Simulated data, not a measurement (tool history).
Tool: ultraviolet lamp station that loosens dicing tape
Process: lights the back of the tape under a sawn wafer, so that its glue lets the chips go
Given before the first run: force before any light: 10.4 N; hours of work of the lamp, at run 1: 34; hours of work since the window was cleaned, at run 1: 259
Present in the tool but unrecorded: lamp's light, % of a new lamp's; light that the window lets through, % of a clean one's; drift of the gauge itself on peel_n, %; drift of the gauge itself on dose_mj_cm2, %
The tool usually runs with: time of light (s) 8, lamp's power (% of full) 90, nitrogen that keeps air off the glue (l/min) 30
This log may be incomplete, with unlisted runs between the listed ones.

| run | hour | time of light (s) | lamp's power (% of full) | nitrogen that keeps air off the glue (l/min) | hours of work of the lamp | hours of work since the window was cleaned | force that peels the tape off (N) | light that reached the tape (mJ/cm2) |
|---|---|---|---|---|---|---|---|---|
| 1 | 0 | 8 | 90 | 30 | 34 | 259 | 0.171 | 239 |
| 2 | 7.3 | 8 | 90 | 30 | 39 | 264 | 0.184 | 232 |
| 3 | 17.9 | 8 | 90 | 30 | 46 | 270 | 0.177 | 236 |
| 4 | 29.5 | 8 | 90 | 30 | 54 | 278 | 0.182 | 234 |
| 5 | 41.1 | 8 | 90 | 30 | 61 | 285 | 0.183 | 235 |
| 6 | 47 | 8 | 90 | 30 | 65 | 289 | 0.183 | 231 |
| 7 | 56.9 | 8 | 90 | 30 | 71 | 296 | 0.191 | 233 |
| 8 | 66 | 8 | 63 | 18 | 77 | 302 | 0.862 | 156 |
|  | 67.4 | window cleaned of glue's vapour |
| 9 | 78 | 8 | 90 | 48 | 85 | 7 | 0.141 | 217 |
| 10 | 84.5 | 6 | 96 | 30 | 89 | 11 | 0.385 | 179 |

What does the tool deliver on the next run?
| 11 | 97 | 5 | 76 | 11 | 97 | 19 | ? | ? |

{"run 11": {"force that peels the tape off (N)": 2.398, "light that reached the tape (mJ/cm2)": 117}}
Were there no unlogged condition in the tool, this run, its random variation unchanged, would have produced force that peels the tape off (N) 1.896, light that reached the tape (mJ/cm2) 136.

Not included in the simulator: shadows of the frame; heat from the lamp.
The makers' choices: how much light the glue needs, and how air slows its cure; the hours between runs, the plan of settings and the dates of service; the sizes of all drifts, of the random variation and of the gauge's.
